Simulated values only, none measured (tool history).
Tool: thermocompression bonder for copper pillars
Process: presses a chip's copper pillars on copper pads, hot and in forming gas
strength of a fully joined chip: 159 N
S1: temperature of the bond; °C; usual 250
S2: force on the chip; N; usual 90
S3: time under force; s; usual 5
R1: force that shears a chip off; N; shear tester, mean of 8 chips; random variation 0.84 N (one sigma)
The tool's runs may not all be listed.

| run | hour | S1 | S2 | S3 | R1 |
|---|---|---|---|---|---|
| 1 | 0.0 | 250 | 90 | 5 | 61.1 |
| 2 | 5.6 | 234 | 90 | 5 | 44.5 |
| 3 | 12.4 | 250 | 90 | 5 | 60.4 |
| 4 | 21.8 | 250 | 90 | 5 | 60.6 |
| 5 | 28.5 | 250 | 90 | 5 | 60.3 |
| 6 | 37.7 | 250 | 110 | 5 | 69.7 |
| 7 | 44.7 | 250 | 110 | 5 | 68.4 |
| 8 | 49.4 | 250 | 110 | 5 | 68.7 |
| 9 | 58.1 | 256 | 110 | 5 | 73.4 |
| 10 | 63.8 | 256 | 110 | 5 | 74.4 |
|  | 70.1 | forming gas filter changed |
| 11 | 71.3 | 250 | 79 | 5 | 55.2 |
| 12 | 78.7 | 251 | 94 | 12 | 87.5 |
| 13 | 86.3 | 268 | 120 | 10 | 115.4 |
| 14 | 91.8 | 250 | 90 | 13 | 85.9 |
| 15 | 96.2 | 258 | 102 | 13 | 102.5 |

Run 16 comes next. What will it give?
| 16 | 100.3 | 250 | 67 | 11 | ? |

R1: 66.0 N
Without the tool's hidden state the same run would have given R1 72.6 N.
